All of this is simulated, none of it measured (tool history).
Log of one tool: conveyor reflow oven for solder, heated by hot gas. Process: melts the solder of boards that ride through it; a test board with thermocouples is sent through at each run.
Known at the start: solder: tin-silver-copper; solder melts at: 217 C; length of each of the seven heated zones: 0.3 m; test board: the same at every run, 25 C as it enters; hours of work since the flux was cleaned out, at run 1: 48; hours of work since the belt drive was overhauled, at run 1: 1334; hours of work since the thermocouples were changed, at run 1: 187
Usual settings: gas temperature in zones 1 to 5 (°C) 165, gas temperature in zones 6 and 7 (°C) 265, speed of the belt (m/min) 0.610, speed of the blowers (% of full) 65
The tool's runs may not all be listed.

run,hour,gas temperature in zones 1 to 5 (°C),gas temperature in zones 6 and 7 (°C),speed of the belt (m/min),speed of the blowers (% of full),hours of work since the flux was cleaned out,hours of work since the belt drive was overhauled,hours of work since the thermocouples were changed,highest temperature of the board (°C),time above the solder's melting point (s)
1,0.0,165,265,0.610,65,48,1334,187,249.6,40.6
2,41.0,165,265,0.610,57,73,1359,212,246.9,38.8
3,88.1,165,265,0.610,57,102,1389,242,247.0,39.0
4,136.9,165,265,0.610,57,132,1419,272,247.0,38.4
5,186.7,165,265,0.610,57,163,1450,303,246.7,38.5
6,228.2,165,265,0.610,57,189,1475,328,246.6,38.2
# hour 246.4: belt drive overhauled, speed set with a stopwatch
7,268.5,165,265,0.610,57,211,14,351,245.8,36.3
8,301.3,165,265,0.610,65,232,34,371,248.1,38.8
9,352.2,172,265,0.610,65,263,66,403,249.3,41.4
10,382.1,165,265,0.696,65,282,84,421,242.3,29.6
# hour 434.4: flux residue cleaned out of gas plates and filters
11,439.6,165,265,0.501,65,3,117,454,255.2,54.3
12,497.1,165,265,0.610,65,39,152,489,249.4,39.8
13,526.7,165,265,0.648,65,57,170,508,247.1,35.9
14,561.8,165,265,0.648,65,79,192,529,246.9,35.7
15,588.0,173,270,0.648,65,95,208,546,252.7,40.5
16,637.7,173,279,0.648,70,126,239,576,260.9,45.2
17,690.6,162,279,0.648,70,159,272,609,259.9,41.4
18,744.8,152,277,0.616,77,192,306,643,259.6,42.1
19,799.0,152,277,0.725,70,226,339,676,250.8,30.9
20,838.4,158,265,0.610,65,250,364,701,247.9,36.9
21,874.4,158,265,0.610,65,273,386,723,247.7,37.1
22,909.4,158,265,0.610,65,294,408,745,247.3,37.3
# hour 938.8: flux residue cleaned out of gas plates and filters
23,960.2,160,255,0.610,65,13,436,773,241.4,33.2
24,1017.3,160,255,0.689,65,49,471,808,236.3,24.8
25,1048.8,160,255,0.558,59,68,491,828,242.0,38.3
26,1101.8,152,255,0.574,77,101,524,861,244.7,36.9
# hour 1109.1: thermocouples of zones 6 and 7 changed
27,1129.8,153,265,0.654,65,117,540,13,242.2,29.8
28,1178.5,153,265,0.654,65,147,570,43,241.9,29.1

Forecast each of these 3 alternatives for the next run:
A,1204.8,172,265,0.610,65,164,586,59,?,?
B,1204.8,173,279,0.680,65,164,586,59,?,?
C,1204.8,165,265,0.603,74,164,586,59,?,?

run,highest temperature of the board (°C),time above the solder's melting point (s)
A,248.1,41.0
B,256.0,40.6
C,248.8,40.1
Without the tool's hidden state the same runs would have given:
run,highest temperature of the board (°C),time above the solder's melting point (s)
A,249.0,41.5
B,257.0,41.0
C,249.7,40.7

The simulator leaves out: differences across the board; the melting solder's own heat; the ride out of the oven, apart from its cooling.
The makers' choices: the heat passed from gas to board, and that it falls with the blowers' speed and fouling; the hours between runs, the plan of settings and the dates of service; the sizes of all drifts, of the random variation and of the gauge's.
